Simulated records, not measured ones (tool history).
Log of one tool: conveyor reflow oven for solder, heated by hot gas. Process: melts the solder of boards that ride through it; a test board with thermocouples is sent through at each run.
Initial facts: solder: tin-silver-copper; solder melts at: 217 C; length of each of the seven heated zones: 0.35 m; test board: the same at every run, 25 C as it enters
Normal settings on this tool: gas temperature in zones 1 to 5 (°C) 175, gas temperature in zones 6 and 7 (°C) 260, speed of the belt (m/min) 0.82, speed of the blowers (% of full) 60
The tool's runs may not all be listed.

| run | day | gas temperature in zones 1 to 5 (°C) | gas temperature in zones 6 and 7 (°C) | speed of the belt (m/min) | speed of the blowers (% of full) | highest temperature of the board (°C) | time above the solder's melting point (s) |
|---|---|---|---|---|---|---|---|
| 1 | 0 | 175 | 260 | 0.82 | 60 | 237.6 | 27.9 |
| 2 | 0.529 | 175 | 260 | 0.82 | 60 | 237.8 | 27.7 |
| 3 | 0.979 | 175 | 260 | 0.82 | 60 | 237.6 | 27.8 |
| 4 | 1.496 | 175 | 260 | 0.82 | 60 | 237.7 | 27.7 |
| 5 | 2.217 | 175 | 260 | 0.824 | 60 | 237.5 | 27.5 |
| 6 | 2.729 | 175 | 249 | 0.82 | 60 | 229.1 | 19.9 |
| 7 | 3.454 | 175 | 249 | 0.82 | 60 | 229.1 | 19.9 |
| 8 | 4.05 | 175 | 249 | 0.82 | 60 | 229.1 | 20.1 |
| 9 | 4.529 | 175 | 249 | 0.82 | 60 | 229.3 | 19.9 |
| 10 | 5.225 | 175 | 249 | 0.82 | 60 | 229.1 | 20 |
| 11 | 5.838 | 163 | 249 | 0.82 | 60 | 226.5 | 14.1 |
| 12 | 6.146 | 163 | 249 | 0.82 | 60 | 226.1 | 14.2 |
| 13 | 6.817 | 175 | 260 | 0.777 | 60 | 239.7 | 31.4 |
| 14 | 7.333 | 174 | 268 | 0.777 | 60 | 245.8 | 35.6 |
| 15 | 7.779 | 175 | 258 | 0.859 | 57 | 233.4 | 22.3 |
| 16 | 8.125 | 168 | 267 | 0.663 | 83 | 254.3 | 47.4 |
| 17 | 8.512 | 168 | 267 | 0.663 | 83 | 254.3 | 47.8 |
| 18 | 8.867 | 168 | 267 | 0.663 | 83 | 254.3 | 47.8 |
| 19 | 9.238 | 180 | 267 | 0.9 | 55 | 239.1 | 26.3 |
| 20 | 9.838 | 175 | 260 | 0.797 | 69 | 241 | 31.8 |
| 21 | 10.279 | 175 | 260 | 0.779 | 60 | 239.8 | 31.4 |
| 22 | 10.971 | 175 | 260 | 0.779 | 60 | 239.5 | 31.4 |
| 23 | 11.504 | 176 | 251 | 0.779 | 60 | 232.7 | 25.7 |
| 24 | 12.017 | 176 | 251 | 0.779 | 60 | 232.6 | 25.5 |
| 25 | 12.712 | 175 | 260 | 0.815 | 60 | 238 | 28.3 |
| 26 | 13.429 | 175 | 260 | 0.815 | 60 | 238 | 28.5 |

Predict each of these 4 candidate next runs independently; none follows another, all start after run 26:
| A | 13.829 | 175 | 260 | 0.785 | 54 | ? | ? |
| B | 13.829 | 175 | 260 | 0.82 | 73 | ? | ? |
| C | 13.829 | 175 | 260 | 0.82 | 64 | ? | ? |
| D | 13.829 | 175 | 260 | 0.815 | 57 | ? | ? |

| run | highest temperature of the board (°C) | time above the solder's melting point (s) |
|---|---|---|
| A | 237.5 | 28.8 |
| B | 241.1 | 31.1 |
| C | 238.8 | 29 |
| D | 236.8 | 27.3 |
With no hidden state in the tool, these same runs would have given:
| run | highest temperature of the board (°C) | time above the solder's melting point (s) |
|---|---|---|
| A | 237.5 | 28.8 |
| B | 241.1 | 31.2 |
| C | 238.8 | 29 |
| D | 236.8 | 27.3 |
